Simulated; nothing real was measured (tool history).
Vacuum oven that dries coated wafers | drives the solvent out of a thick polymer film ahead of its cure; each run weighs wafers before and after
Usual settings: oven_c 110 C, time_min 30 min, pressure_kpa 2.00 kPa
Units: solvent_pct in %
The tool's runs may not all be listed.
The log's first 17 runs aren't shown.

{"run": 18, "hour": 540.2, "oven_c": 110, "time_min": 30, "pressure_kpa": 4.25, "solvent_pct": 4.14}
{"run": 19, "hour": 582.0, "oven_c": 110, "time_min": 30, "pressure_kpa": 2.0, "solvent_pct": 3.19}
{"run": 20, "hour": 618.4, "oven_c": 110, "time_min": 30, "pressure_kpa": 2.0, "solvent_pct": 3.17}
{"run": 21, "hour": 657.4, "oven_c": 110, "time_min": 30, "pressure_kpa": 2.0, "solvent_pct": 3.2}
{"hour": 664.0, "done": "oven's thermocouples calibrated"}
{"run": 22, "hour": 681.1, "oven_c": 110, "time_min": 40, "pressure_kpa": 2.5, "solvent_pct": 2.35}
{"run": 23, "hour": 709.4, "oven_c": 110, "time_min": 48, "pressure_kpa": 1.47, "solvent_pct": 1.52}
{"run": 24, "hour": 746.3, "oven_c": 116, "time_min": 37, "pressure_kpa": 3.44, "solvent_pct": 2.02}
{"run": 25, "hour": 773.8, "oven_c": 116, "time_min": 37, "pressure_kpa": 3.44, "solvent_pct": 1.99}
{"run": 26, "hour": 822.0, "oven_c": 116, "time_min": 37, "pressure_kpa": 2.5, "solvent_pct": 1.69}
{"run": 27, "hour": 848.7, "oven_c": 117, "time_min": 18, "pressure_kpa": 1.11, "solvent_pct": 3.27}
{"run": 28, "hour": 883.6, "oven_c": 105, "time_min": 22, "pressure_kpa": 2.0, "solvent_pct": 5.27}
{"run": 29, "hour": 910.7, "oven_c": 112, "time_min": 22, "pressure_kpa": 2.0, "solvent_pct": 3.73}
{"hour": 937.8, "done": "oven's thermocouples calibrated, once more"}
{"run": 30, "hour": 948.1, "oven_c": 112, "time_min": 22, "pressure_kpa": 2.0, "solvent_pct": 4.21}
{"run": 31, "hour": 971.2, "oven_c": 124, "time_min": 46, "pressure_kpa": 7.76, "solvent_pct": 2.54}
{"run": 32, "hour": 1016.2, "oven_c": 118, "time_min": 46, "pressure_kpa": 7.76, "solvent_pct": 3.26}
{"run": 33, "hour": 1060.4, "oven_c": 105, "time_min": 51, "pressure_kpa": 4.7, "solvent_pct": 4.13}
{"run": 34, "hour": 1093.2, "oven_c": 115, "time_min": 19, "pressure_kpa": 3.01, "solvent_pct": 4.43}
{"run": 35, "hour": 1127.9, "oven_c": 112, "time_min": 43, "pressure_kpa": 5.7, "solvent_pct": 3.5}
{"run": 36, "hour": 1148.1, "oven_c": 106, "time_min": 49, "pressure_kpa": 5.7, "solvent_pct": 4.44}
{"run": 37, "hour": 1175.3, "oven_c": 110, "time_min": 38, "pressure_kpa": 2.0, "solvent_pct": 2.69}
{"run": 38, "hour": 1196.9, "oven_c": 99, "time_min": 21, "pressure_kpa": 2.0, "solvent_pct": 7.29}

Forecast run 39:
{"run": 39, "hour": 1226.5, "oven_c": 119, "time_min": 34, "pressure_kpa": 1.28, "solvent_pct": "?"}

Run 39 gave solvent_pct 1.28 %.
Without the tool's hidden state the same run would have given solvent_pct 1.24 %.
